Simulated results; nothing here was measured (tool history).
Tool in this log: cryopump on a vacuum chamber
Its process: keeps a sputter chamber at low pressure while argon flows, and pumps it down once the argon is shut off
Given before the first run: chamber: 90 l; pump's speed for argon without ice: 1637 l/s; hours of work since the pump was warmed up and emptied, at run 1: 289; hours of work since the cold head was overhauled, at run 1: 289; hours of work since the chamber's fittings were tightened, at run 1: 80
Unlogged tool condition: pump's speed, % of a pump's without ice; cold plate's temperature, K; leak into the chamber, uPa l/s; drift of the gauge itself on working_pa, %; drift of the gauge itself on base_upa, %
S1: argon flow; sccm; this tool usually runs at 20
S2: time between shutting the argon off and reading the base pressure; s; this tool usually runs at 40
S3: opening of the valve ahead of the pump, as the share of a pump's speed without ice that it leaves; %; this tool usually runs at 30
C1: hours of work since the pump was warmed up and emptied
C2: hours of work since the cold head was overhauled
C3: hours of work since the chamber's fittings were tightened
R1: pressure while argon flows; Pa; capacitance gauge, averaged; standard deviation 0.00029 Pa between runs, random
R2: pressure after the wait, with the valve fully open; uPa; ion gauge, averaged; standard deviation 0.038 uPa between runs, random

| run | hour | S1 | S2 | S3 | C1 | C2 | C3 | R1 | R2 |
|---|---|---|---|---|---|---|---|---|---|
| 1 | 0.0 | 20 | 40 | 30 | 289 | 289 | 80 | 0.0708 | 2.25 |
| 2 | 25.0 | 20 | 40 | 30 | 303 | 303 | 94 | 0.0707 | 2.30 |
| 3 | 50.9 | 20 | 40 | 30 | 317 | 317 | 109 | 0.0710 | 2.29 |
| 4 | 74.0 | 20 | 40 | 30 | 330 | 330 | 122 | 0.0711 | 2.28 |
| 5 | 88.3 | 20 | 40 | 30 | 338 | 338 | 130 | 0.0712 | 2.21 |
| 6 | 106.2 | 20 | 40 | 30 | 348 | 348 | 140 | 0.0710 | 2.33 |
| 7 | 119.9 | 20 | 40 | 30 | 356 | 356 | 147 | 0.0712 | 2.29 |
| 8 | 141.6 | 20 | 40 | 30 | 368 | 368 | 159 | 0.0711 | 2.37 |
| 9 | 156.3 | 20 | 40 | 30 | 376 | 376 | 168 | 0.0708 | 2.28 |
| 10 | 168.8 | 20 | 124 | 30 | 383 | 383 | 175 | 0.0715 | 0.96 |
| 11 | 184.5 | 15 | 123 | 21 | 392 | 392 | 183 | 0.0760 | 0.97 |
| 12 | 196.1 | 22 | 123 | 47 | 398 | 398 | 190 | 0.0514 | 0.99 |
| 13 | 209.6 | 33 | 145 | 33 | 406 | 406 | 197 | 0.1076 | 0.87 |
| 14 | 221.6 | 33 | 145 | 33 | 412 | 412 | 204 | 0.1070 | 0.85 |

Run 15 comes next. What will it give?
| 15 | 247.3 | 9 | 37 | 29 | 427 | 427 | 218 | ? | ? |

R1: 0.0332 Pa
R2: 2.52 uPa
Had the tool carried no hidden state, the very same run would have given R1 0.0320 Pa, R2 2.37 uPa.
